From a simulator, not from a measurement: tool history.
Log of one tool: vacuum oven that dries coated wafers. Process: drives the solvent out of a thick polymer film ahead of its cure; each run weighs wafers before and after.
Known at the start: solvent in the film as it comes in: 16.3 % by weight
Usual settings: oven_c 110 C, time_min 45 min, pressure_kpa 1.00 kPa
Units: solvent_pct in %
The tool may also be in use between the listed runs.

| run | day | oven_c | time_min | pressure_kpa | solvent_pct |
|---|---|---|---|---|---|
| 1 | 0.000 | 110 | 45 | 1.00 | 1.70 |
| 2 | 1.700 | 105 | 45 | 1.00 | 2.75 |
| 3 | 5.175 | 105 | 45 | 1.00 | 2.88 |
| 4 | 7.612 | 110 | 54 | 1.00 | 1.51 |
| 5 | 10.221 | 110 | 54 | 1.00 | 1.55 |
| 6 | 14.196 | 110 | 45 | 1.00 | 1.98 |
| 7 | 16.000 | 110 | 60 | 1.00 | 1.56 |
| 8 | 19.204 | 110 | 60 | 1.00 | 1.50 |
| 9 | 21.696 | 110 | 45 | 1.00 | 2.00 |
| 10 | 23.675 | 110 | 45 | 1.00 | 2.09 |
| 11 | 25.746 | 110 | 45 | 1.00 | 2.01 |
| 12 | 27.462 | 110 | 45 | 1.00 | 2.05 |
| 13 | 30.233 | 110 | 45 | 1.00 | 2.12 |
| 14 | 33.996 | 110 | 45 | 1.00 | 1.96 |
| 15 | 36.229 | 108 | 73 | 1.15 | 1.89 |
| 16 | 39.325 | 104 | 73 | 1.99 | 3.31 |
| 17 | 41.204 | 104 | 73 | 1.99 | 3.41 |
| 18 | 44.442 | 104 | 73 | 1.99 | 3.45 |
| 19 | 47.762 | 104 | 76 | 0.65 | 2.05 |
|  | 48.146 | oven's thermocouples calibrated |
| 20 | 51.046 | 115 | 81 | 3.18 | 2.87 |
| 21 | 53.292 | 104 | 45 | 1.00 | 3.16 |
| 22 | 55.975 | 103 | 45 | 2.43 | 4.85 |
| 23 | 58.225 | 110 | 34 | 1.85 | 3.19 |
| 24 | 61.433 | 106 | 47 | 3.74 | 5.19 |
| 25 | 64.625 | 106 | 47 | 3.74 | 5.36 |
| 26 | 67.212 | 102 | 75 | 1.76 | 3.47 |
| 27 | 69.458 | 102 | 75 | 1.76 | 3.41 |

The same runs without the tool's hidden state, with the same run-to-run variation:
The hidden state here: true wafer temperature over the reading, C; true pressure over the reading, kPa; drift of the gauge itself on solvent_pct, %.
| run | solvent_pct |
|---|---|
| 1 | 1.20 |
| 2 | 2.07 |
| 3 | 2.15 |
| 4 | 1.00 |
| 5 | 1.03 |
| 6 | 1.36 |
| 7 | 0.99 |
| 8 | 0.91 |
| 9 | 1.31 |
| 10 | 1.38 |
| 11 | 1.28 |
| 12 | 1.30 |
| 13 | 1.35 |
| 14 | 1.15 |
| 15 | 1.12 |
| 16 | 2.27 |
| 17 | 2.35 |
| 18 | 2.36 |
| 19 | 1.03 |
| 20 | 2.31 |
| 21 | 2.37 |
| 22 | 4.01 |
| 23 | 2.49 |
| 24 | 4.34 |
| 25 | 4.45 |
| 26 | 2.43 |
| 27 | 2.36 |
